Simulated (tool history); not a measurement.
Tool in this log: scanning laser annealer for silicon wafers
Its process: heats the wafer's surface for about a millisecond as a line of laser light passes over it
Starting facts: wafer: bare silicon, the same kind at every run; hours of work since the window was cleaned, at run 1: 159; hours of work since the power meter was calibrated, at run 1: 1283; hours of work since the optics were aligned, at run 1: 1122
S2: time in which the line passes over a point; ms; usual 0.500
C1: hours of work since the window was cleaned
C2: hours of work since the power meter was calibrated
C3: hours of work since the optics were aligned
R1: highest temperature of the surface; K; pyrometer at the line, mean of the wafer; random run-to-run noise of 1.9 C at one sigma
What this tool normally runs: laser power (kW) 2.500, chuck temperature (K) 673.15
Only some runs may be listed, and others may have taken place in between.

{"run": 1, "hour": 0.0, "laser power (kW)": 2.5, "S2": 0.5, "chuck temperature (K)": 673.15, "C1": 159, "C2": 1283, "C3": 1122, "R1": 1377.15}
{"run": 2, "hour": 80.9, "laser power (kW)": 2.5, "S2": 0.5, "chuck temperature (K)": 673.15, "C1": 214, "C2": 1338, "C3": 1177, "R1": 1372.15}
{"run": 3, "hour": 180.1, "laser power (kW)": 2.5, "S2": 0.5, "chuck temperature (K)": 673.15, "C1": 281, "C2": 1405, "C3": 1244, "R1": 1366.15}
{"hour": 190.9, "done": "optics aligned, line set to its width"}
{"run": 4, "hour": 285.9, "laser power (kW)": 2.5, "S2": 0.5, "chuck temperature (K)": 673.15, "C1": 349, "C2": 1473, "C3": 64, "R1": 1374.15}
{"run": 5, "hour": 375.2, "laser power (kW)": 2.5, "S2": 0.5, "chuck temperature (K)": 673.15, "C1": 409, "C2": 1533, "C3": 125, "R1": 1366.15}
{"run": 6, "hour": 429.7, "laser power (kW)": 2.5, "S2": 0.5, "chuck temperature (K)": 673.15, "C1": 446, "C2": 1570, "C3": 162, "R1": 1367.15}
{"run": 7, "hour": 505.6, "laser power (kW)": 2.5, "S2": 0.5, "chuck temperature (K)": 712.15, "C1": 497, "C2": 1622, "C3": 213, "R1": 1398.15}
{"hour": 528.9, "done": "window over the wafer cleaned"}
{"run": 8, "hour": 589.7, "laser power (kW)": 2.5, "S2": 0.5, "chuck temperature (K)": 673.15, "C1": 41, "C2": 1677, "C3": 268, "R1": 1342.15}
{"run": 9, "hour": 641.0, "laser power (kW)": 2.196, "S2": 0.5, "chuck temperature (K)": 673.15, "C1": 76, "C2": 1712, "C3": 303, "R1": 1249.15}
{"hour": 688.5, "done": "window over the wafer cleaned, once more"}
{"run": 10, "hour": 688.5, "laser power (kW)": 2.5, "S2": 0.5, "chuck temperature (K)": 673.15, "C1": 0, "C2": 1743, "C3": 334, "R1": 1398.15}
{"run": 11, "hour": 765.3, "laser power (kW)": 2.307, "S2": 0.444, "chuck temperature (K)": 684.15, "C1": 52, "C2": 1794, "C3": 386, "R1": 1304.15}
{"run": 12, "hour": 826.5, "laser power (kW)": 2.5, "S2": 0.358, "chuck temperature (K)": 638.15, "C1": 93, "C2": 1836, "C3": 427, "R1": 1235.15}
{"run": 13, "hour": 891.4, "laser power (kW)": 2.18, "S2": 0.5, "chuck temperature (K)": 673.15, "C1": 137, "C2": 1880, "C3": 471, "R1": 1286.15}
{"run": 14, "hour": 933.3, "laser power (kW)": 2.466, "S2": 0.5, "chuck temperature (K)": 691.15, "C1": 166, "C2": 1908, "C3": 499, "R1": 1392.15}
{"run": 15, "hour": 1023.1, "laser power (kW)": 2.466, "S2": 0.5, "chuck temperature (K)": 691.15, "C1": 226, "C2": 1969, "C3": 560, "R1": 1386.15}
{"run": 16, "hour": 1089.8, "laser power (kW)": 2.466, "S2": 0.5, "chuck temperature (K)": 691.15, "C1": 271, "C2": 2014, "C3": 605, "R1": 1384.15}
{"run": 17, "hour": 1179.9, "laser power (kW)": 2.237, "S2": 0.569, "chuck temperature (K)": 695.15, "C1": 332, "C2": 2075, "C3": 666, "R1": 1354.15}
{"run": 18, "hour": 1278.4, "laser power (kW)": 2.729, "S2": 0.371, "chuck temperature (K)": 676.15, "C1": 399, "C2": 2142, "C3": 733, "R1": 1322.15}
{"run": 19, "hour": 1331.4, "laser power (kW)": 2.22, "S2": 0.5, "chuck temperature (K)": 697.15, "C1": 435, "C2": 2177, "C3": 769, "R1": 1300.15}

For some of the steps in R1 from one run to the next: how much would appear even if the tool had no hidden state, given the settings, what came in and random variation, and how much remains for the hidden state plus any gauge scatter that the measured result and the result without hidden state don't share?
Hidden state present: light that passes the window, % of a clean one's; laser's true power over the reading, %; width of the line over the set one, %; drift of the gauge itself on peak_c, C.
Run 9 -> 10: laser power (kW) 2.196 -> 2.500, window over the wafer cleaned, once more. R1 +149.00 K: hidden state +50.00, all else +99.00.

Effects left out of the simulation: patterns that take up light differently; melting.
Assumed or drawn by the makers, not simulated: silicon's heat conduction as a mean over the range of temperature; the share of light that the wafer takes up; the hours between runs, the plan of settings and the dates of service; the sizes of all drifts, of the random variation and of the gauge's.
